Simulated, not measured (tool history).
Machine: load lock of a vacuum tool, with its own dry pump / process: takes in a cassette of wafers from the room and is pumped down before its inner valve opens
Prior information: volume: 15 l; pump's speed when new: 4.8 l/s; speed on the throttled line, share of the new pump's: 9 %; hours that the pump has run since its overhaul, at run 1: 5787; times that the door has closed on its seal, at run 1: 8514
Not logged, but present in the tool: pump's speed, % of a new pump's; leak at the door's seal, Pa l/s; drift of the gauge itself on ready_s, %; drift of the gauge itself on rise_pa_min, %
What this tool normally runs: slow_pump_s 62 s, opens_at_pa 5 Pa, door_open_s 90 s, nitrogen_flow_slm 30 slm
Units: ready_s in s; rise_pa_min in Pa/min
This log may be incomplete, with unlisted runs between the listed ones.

run	hour	slow_pump_s	opens_at_pa	door_open_s	nitrogen_flow_slm	hours that the pump has run since its overhaul	times that the door has closed on its seal	incoming humidity of the room's air, %	ready_s	rise_pa_min
1	0.0	62	5	90	30	5787	8514	43.2	89.4	0.097
2	104.7	62	5	90	30	5892	8651	46.9	89.4	0.101
3	241.7	62	5	90	30	6029	8830	43.1	90.3	0.096
4	414.0	62	5	90	30	6201	9055	42.2	91.2	0.100
5	593.8	62	5	90	30	6381	9290	44.7	91.2	0.103
6	752.1	62	5	90	30	6539	9497	44.3	90.8	0.108
7	841.4	83	5	90	30	6628	9614	46.1	110.2	0.108
8	918.9	83	5	90	30	6706	9715	45.1	109.5	0.109
9	1092.8	83	5	90	30	6880	9943	44.7	110.0	0.113
10	1234.8	62	5	90	30	7022	10128	45.8	90.9	0.114
11	1321.8	62	5	90	30	7109	10242	42.0	91.4	0.109
12	1454.9	62	5	90	30	7242	10416	47.8	91.7	0.124
13	1608.6	62	5	90	30	7396	10617	44.2	91.2	0.117
14	1702.8	62	5	114	30	7490	10740	42.9	91.3	0.122
15	1846.6	62	5	90	8	7634	10928	44.1	90.8	0.132
16	1940.4	62	9	107	23	7727	11051	47.4	89.9	0.136
17	2088.6	55	7	199	14	7875	11245	45.2	83.2	0.162
18	2184.9	55	7	199	14	7972	11370	44.4	84.7	0.157
19	2295.9	48	9	84	8	8083	11516	47.5	76.4	0.144
20	2380.7	48	9	84	8	8168	11626	42.5	76.7	0.141
21	2561.7	48	9	84	8	8349	11863	45.1	76.8	0.149
22	2676.3	48	9	84	8	8463	12013	42.2	77.3	0.150
23	2796.5	62	5	90	32	8583	12170	41.8	91.1	0.137
24	2922.7	43	5	217	30	8710	12335	43.0	74.5	0.158
25	3008.0	34	5	217	19	8795	12446	43.4	67.2	0.167

Below are 3 alternative next runs, each starting from the tool's condition after run 25. Predict each:
A	3152.9	49	4	217	19	8940	12636	45.5	?	?
B	3152.9	35	5	26	33	8940	12636	44.3	?	?
C	3152.9	62	5	120	30	8940	12636	40.9	?	?

run	ready_s	rise_pa_min
A	80.9	0.174
B	67.7	0.130
C	93.0	0.147
Without the tool's unlogged condition, the same runs would have read:
run	ready_s	rise_pa_min
A	76.3	0.069
B	63.1	0.025
C	88.6	0.042
